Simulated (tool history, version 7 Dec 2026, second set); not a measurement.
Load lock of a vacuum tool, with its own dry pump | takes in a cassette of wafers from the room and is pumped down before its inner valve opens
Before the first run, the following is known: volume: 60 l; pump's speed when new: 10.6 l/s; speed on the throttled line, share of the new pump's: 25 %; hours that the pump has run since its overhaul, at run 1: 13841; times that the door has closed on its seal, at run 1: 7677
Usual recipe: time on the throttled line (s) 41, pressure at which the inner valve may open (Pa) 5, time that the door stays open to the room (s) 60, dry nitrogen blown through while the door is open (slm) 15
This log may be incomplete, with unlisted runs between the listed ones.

| run | day | time on the throttled line (s) | pressure at which the inner valve may open (Pa) | time that the door stays open to the room (s) | dry nitrogen blown through while the door is open (slm) | hours that the pump has run since its overhaul | times that the door has closed on its seal | incoming humidity of the room's air, % | time from the closed door until the inner valve may open (s) | rise of the pressure with all valves shut (Pa/min) |
|---|---|---|---|---|---|---|---|---|---|---|
| 1 | 0 | 41 | 5 | 60 | 15 | 13841 | 7677 | 46.7 | 96.6 | 0.038 |
| 2 | 10.667 | 41 | 5 | 60 | 15 | 14097 | 8153 | 41.8 | 96.9 | 0.037 |
| 3 | 19.721 | 41 | 5 | 60 | 15 | 14314 | 8557 | 42.9 | 97.3 | 0.033 |
| 4 | 29.238 | 41 | 5 | 60 | 15 | 14542 | 8982 | 44.2 | 97.4 | 0.035 |
| 5 | 34.379 | 41 | 5 | 60 | 15 | 14666 | 9212 | 45.5 | 97.2 | 0.032 |
| 6 | 41.792 | 41 | 5 | 35 | 15 | 14844 | 9542 | 45.9 | 98.8 | 0.026 |
| 7 | 47.908 | 41 | 5 | 35 | 15 | 14991 | 9815 | 41.2 | 98.3 | 0.034 |
| 8 | 56.462 | 41 | 5 | 35 | 15 | 15196 | 10197 | 44.8 | 98.8 | 0.036 |
| 9 | 61.154 | 41 | 5 | 35 | 15 | 15308 | 10406 | 47.2 | 98.4 | 0.039 |
| 10 | 66.325 | 41 | 5 | 35 | 15 | 15433 | 10637 | 48.3 | 97.3 | 0.034 |
| 11 | 75.221 | 41 | 5 | 35 | 15 | 15646 | 11034 | 46.6 | 98.2 | 0.038 |
| 12 | 83.617 | 23 | 4 | 35 | 12 | 15848 | 11409 | 45.6 | 87.6 | 0.039 |
| 13 | 93.6 | 24 | 4 | 42 | 34 | 16087 | 11854 | 45.5 | 88.8 | 0.036 |
| 14 | 104.946 | 45 | 8 | 227 | 15 | 16359 | 12361 | 43.6 | 98.1 | 0.069 |
| 15 | 116.204 | 45 | 8 | 227 | 15 | 16630 | 12863 | 43.8 | 98.8 | 0.074 |
| 16 | 123.921 | 45 | 8 | 227 | 15 | 16815 | 13207 | 47.2 | 98.9 | 0.074 |
| 17 | 130.562 | 45 | 8 | 227 | 15 | 16974 | 13504 | 46.8 | 98.7 | 0.074 |
| 18 | 139.092 | 45 | 8 | 227 | 15 | 17179 | 13885 | 47.5 | 99 | 0.077 |
| 19 | 146.129 | 41 | 4 | 60 | 15 | 17348 | 14198 | 43.7 | 101 | 0.05 |
| 20 | 157.696 | 41 | 9 | 86 | 8 | 17625 | 14715 | 45.4 | 95.8 | 0.063 |

Run 21, settings as shown, results not yet in. Your forecast:
| 21 | 165.05 | 41 | 9 | 86 | 8 | 17802 | 15043 | 46.7 | ? | ? |

{"run 21": {"time from the closed door until the inner valve may open (s)": 94.5, "rise of the pressure with all valves shut (Pa/min)": 0.067}}
Without the tool's hidden state the same run would have given time from the closed door until the inner valve may open (s) 82.5, rise of the pressure with all valves shut (Pa/min) 0.029.

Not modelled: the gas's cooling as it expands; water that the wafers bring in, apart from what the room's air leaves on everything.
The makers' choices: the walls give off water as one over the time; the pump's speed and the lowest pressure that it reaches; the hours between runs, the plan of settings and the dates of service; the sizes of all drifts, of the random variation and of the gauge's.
